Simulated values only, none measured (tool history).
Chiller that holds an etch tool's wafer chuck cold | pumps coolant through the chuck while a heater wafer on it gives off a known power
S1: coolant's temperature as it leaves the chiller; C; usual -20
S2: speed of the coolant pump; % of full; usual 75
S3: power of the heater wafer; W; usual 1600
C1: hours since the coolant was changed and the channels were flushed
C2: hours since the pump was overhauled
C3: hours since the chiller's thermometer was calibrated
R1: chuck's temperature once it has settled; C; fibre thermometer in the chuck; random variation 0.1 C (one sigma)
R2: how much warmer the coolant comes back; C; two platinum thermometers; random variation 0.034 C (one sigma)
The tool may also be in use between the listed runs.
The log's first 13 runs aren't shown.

run,hour,S1,S2,S3,C1,C2,C3,R1,R2
14,421.6,-20,87,1600,2665,3447,2147,-5.1,4.33
15,448.7,-20,65,1600,2692,3474,2174,-2.4,6.14
16,495.1,-20,65,1600,2738,3520,2220,-2.3,6.09
17,529.0,-12,81,1253,2772,3554,2254,0.1,3.74
18,558.3,-21,85,1253,2801,3583,2284,-9.4,3.49
19,584.3,-15,85,1253,2827,3609,2310,-3.3,3.48
20,619.2,-22,95,1078,2862,3644,2345,-12.4,2.67
21,643.1,-28,93,1908,2886,3668,2368,-10.9,4.87
22,665.9,-28,93,1908,2909,3691,2391,-11.1,4.82
23,711.4,-20,75,1600,2954,3736,2437,-4.0,5.20
24,734.9,-20,75,1487,2978,3760,2460,-4.9,4.83
25,759.4,-11,75,1487,3002,3784,2485,4.2,4.79
26,789.9,-28,64,1835,3033,3815,2515,-7.6,7.24
27,823.1,-14,75,989,3066,3848,2548,-4.1,3.18
28,869.7,-14,75,989,3113,3895,2595,-4.0,3.19
29,896.0,-19,60,989,3139,3921,2621,-7.6,4.14
30,920.9,-22,64,967,3164,3946,2646,-11.3,3.73
31,962.6,-27,61,881,3206,3988,2688,-16.8,3.63

Forecast each of these 5 alternatives for the next run:
A,997.1,-17,95,1082,3240,4022,2722,?,?
B,997.1,-15,75,1819,3240,4022,2722,?,?
C,997.1,-20,75,2136,3240,4022,2722,?,?
D,997.1,-15,63,1817,3240,4022,2722,?,?
E,997.1,-27,97,995,3240,4022,2722,?,?

run,R1,R2
A,-7.3,2.64
B,3.3,5.89
C,1.5,6.95
D,5.4,7.26
E,-18.3,2.43
Without the tool's hidden state the same runs would have given:
run,R1,R2
A,-7.4,2.64
B,3.2,5.88
C,1.5,6.94
D,5.3,7.25
E,-18.4,2.42
